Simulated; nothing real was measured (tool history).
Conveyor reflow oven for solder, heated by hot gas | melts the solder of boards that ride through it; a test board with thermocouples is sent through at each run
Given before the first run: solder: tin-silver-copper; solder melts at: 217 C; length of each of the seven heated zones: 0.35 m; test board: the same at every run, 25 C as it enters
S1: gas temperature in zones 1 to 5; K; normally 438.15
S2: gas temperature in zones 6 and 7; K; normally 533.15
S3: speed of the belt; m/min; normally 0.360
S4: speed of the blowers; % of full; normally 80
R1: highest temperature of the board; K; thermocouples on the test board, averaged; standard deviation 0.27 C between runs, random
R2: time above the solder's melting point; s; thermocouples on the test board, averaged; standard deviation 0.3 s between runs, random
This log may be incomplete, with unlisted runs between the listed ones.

run   hour      S1      S2     S3  S4      R1     R2
  1    0.0  438.15  533.15  0.360  80  524.85   87.9
  2    4.8  438.15  533.15  0.360  80  524.85   87.6
  3   13.3  438.15  533.15  0.360  80  524.65   86.9
  4   18.2  438.15  533.15  0.360  80  524.45   87.8
  5   22.1  438.15  533.15  0.360  80  525.15   87.5
  6   29.4  438.15  533.15  0.360  57  522.25   82.9
  7   36.7  438.15  533.15  0.360  83  525.15   88.0
  8   44.5  438.15  533.15  0.360  83  525.75   88.1
  9   49.8  452.15  533.15  0.360  80  526.55   96.4
 10   57.6  438.15  533.15  0.360  80  524.55   87.6
 11   62.1  438.15  533.15  0.360  80  525.05   87.0
      66.5  -- belt drive overhauled, speed set with a stopwatch
 12   74.4  438.15  533.15  0.360  80  524.85   88.3
 13   82.7  438.15  533.15  0.360  80  524.95   88.7
 14   87.7  438.15  533.15  0.360  80  524.65   88.2
      94.2  -- belt drive overhauled, speed set with a stopwatch, once more
 15   97.9  438.15  533.15  0.360  80  524.55   85.8
 16  102.3  438.15  533.15  0.360  80  524.55   85.6
 17  107.4  444.15  533.15  0.302  51  525.75  108.0
 18  113.7  444.15  539.15  0.304  51  531.45  113.7
 19  119.2  423.15  533.15  0.372  80  522.05   73.7
 20  126.0  423.15  533.15  0.372  80  521.55   73.7
 21  132.6  426.15  522.15  0.360  83  513.05   66.8
 22  141.3  438.15  527.15  0.347  51  516.55   76.7
 23  146.9  443.15  527.15  0.347  51  516.85   80.3
 24  150.8  443.15  527.15  0.410  52  512.55   59.4
 25  157.9  438.15  541.15  0.326  80  534.65  105.0
 26  166.7  442.15  539.15  0.342  86  532.15  100.6
 27  172.2  449.15  533.15  0.360  80  526.25   92.1
 28  180.3  448.15  544.15  0.418  89  532.35   83.4
 29  186.8  445.15  532.15  0.405  63  519.15   71.1
 30  191.7  433.15  544.15  0.405  67  528.55   75.5
 31  196.3  437.15  524.15  0.411  70  511.55   56.6
 32  205.0  437.15  524.15  0.411  70  511.45   56.5

Each row is a separate what-if for the run after 32, all from the same tool condition, not one after another. Results?
  A  210.4  437.15  524.15  0.297  64   ?   ?
  B  210.4  450.15  533.15  0.360  80   ?   ?
  C  210.4  438.15  529.15  0.371  80   ?   ?

run      R1    R2
  A  518.25  97.6
  B  525.65  92.3
  C  519.75  77.8
Without the tool's unlogged condition, the same runs would have read:
run      R1    R2
  A  518.35  99.0
  B  526.05  93.4
  C  520.35  79.7

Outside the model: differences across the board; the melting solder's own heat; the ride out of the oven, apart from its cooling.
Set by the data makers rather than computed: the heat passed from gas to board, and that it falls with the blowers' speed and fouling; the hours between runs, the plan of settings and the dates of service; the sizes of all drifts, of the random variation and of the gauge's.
